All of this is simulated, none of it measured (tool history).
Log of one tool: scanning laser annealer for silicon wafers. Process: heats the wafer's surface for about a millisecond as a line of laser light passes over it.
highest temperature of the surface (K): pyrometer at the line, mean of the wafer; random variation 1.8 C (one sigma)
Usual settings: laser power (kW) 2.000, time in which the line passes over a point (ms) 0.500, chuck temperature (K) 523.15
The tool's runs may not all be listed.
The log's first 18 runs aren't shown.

| run | hour | laser power (kW) | time in which the line passes over a point (ms) | chuck temperature (K) | hours of work since the window was cleaned | hours of work since the power meter was calibrated | hours of work since the optics were aligned | highest temperature of the surface (K) |
|---|---|---|---|---|---|---|---|---|
| 19 | 286.8 | 2.000 | 0.500 | 504.15 | 314 | 518 | 869 | 1271.15 |
| 20 | 300.2 | 2.000 | 0.500 | 504.15 | 322 | 525 | 877 | 1267.15 |
| 21 | 316.1 | 1.745 | 0.456 | 523.15 | 330 | 533 | 885 | 1152.15 |
| 22 | 327.4 | 1.851 | 0.484 | 523.15 | 336 | 539 | 891 | 1215.15 |
| 23 | 344.5 | 1.992 | 0.387 | 547.15 | 345 | 548 | 900 | 1201.15 |
| 24 | 362.0 | 2.000 | 0.381 | 512.15 | 354 | 557 | 909 | 1162.15 |
| 25 | 382.3 | 2.014 | 0.500 | 539.15 | 365 | 568 | 920 | 1305.15 |
| 26 | 400.1 | 2.014 | 0.483 | 552.15 | 374 | 577 | 929 | 1304.15 |
| 27 | 410.8 | 2.014 | 0.483 | 552.15 | 380 | 583 | 935 | 1304.15 |
| 28 | 420.1 | 2.014 | 0.483 | 552.15 | 385 | 588 | 940 | 1302.15 |
| 29 | 442.0 | 2.014 | 0.483 | 552.15 | 396 | 599 | 951 | 1300.15 |
| 30 | 453.8 | 2.014 | 0.483 | 552.15 | 403 | 606 | 958 | 1300.15 |
| 31 | 471.3 | 2.014 | 0.483 | 552.15 | 412 | 615 | 967 | 1300.15 |
| 32 | 482.8 | 2.014 | 0.483 | 552.15 | 418 | 621 | 973 | 1299.15 |
| 33 | 494.8 | 2.014 | 0.483 | 492.15 | 424 | 627 | 979 | 1239.15 |
| 34 | 507.3 | 2.014 | 0.358 | 509.15 | 431 | 634 | 986 | 1136.15 |
| 35 | 523.8 | 2.014 | 0.358 | 509.15 | 440 | 643 | 995 | 1136.15 |
| 36 | 533.0 | 2.014 | 0.358 | 509.15 | 444 | 647 | 999 | 1131.15 |
| 37 | 549.5 | 2.095 | 0.500 | 554.15 | 453 | 656 | 1008 | 1346.15 |
| 38 | 559.4 | 2.126 | 0.377 | 539.15 | 458 | 661 | 1013 | 1220.15 |
| 39 | 572.4 | 1.800 | 0.472 | 563.15 | 465 | 668 | 1020 | 1213.15 |
| 40 | 586.1 | 1.750 | 0.472 | 521.15 | 472 | 676 | 1027 | 1154.15 |

Forecast each of these 3 alternatives for the next run:
| A | 600.1 | 1.895 | 0.472 | 554.15 | 480 | 683 | 1035 | ? |
| B | 600.1 | 1.950 | 0.358 | 517.15 | 480 | 683 | 1035 | ? |
| C | 600.1 | 2.000 | 0.419 | 533.15 | 480 | 683 | 1035 | ? |

| run | highest temperature of the surface (K) |
|---|---|
| A | 1241.15 |
| B | 1115.15 |
| C | 1212.15 |
Without the tool's hidden state the same runs would have given:
| run | highest temperature of the surface (K) |
|---|---|
| A | 1281.15 |
| B | 1151.15 |
| C | 1252.15 |
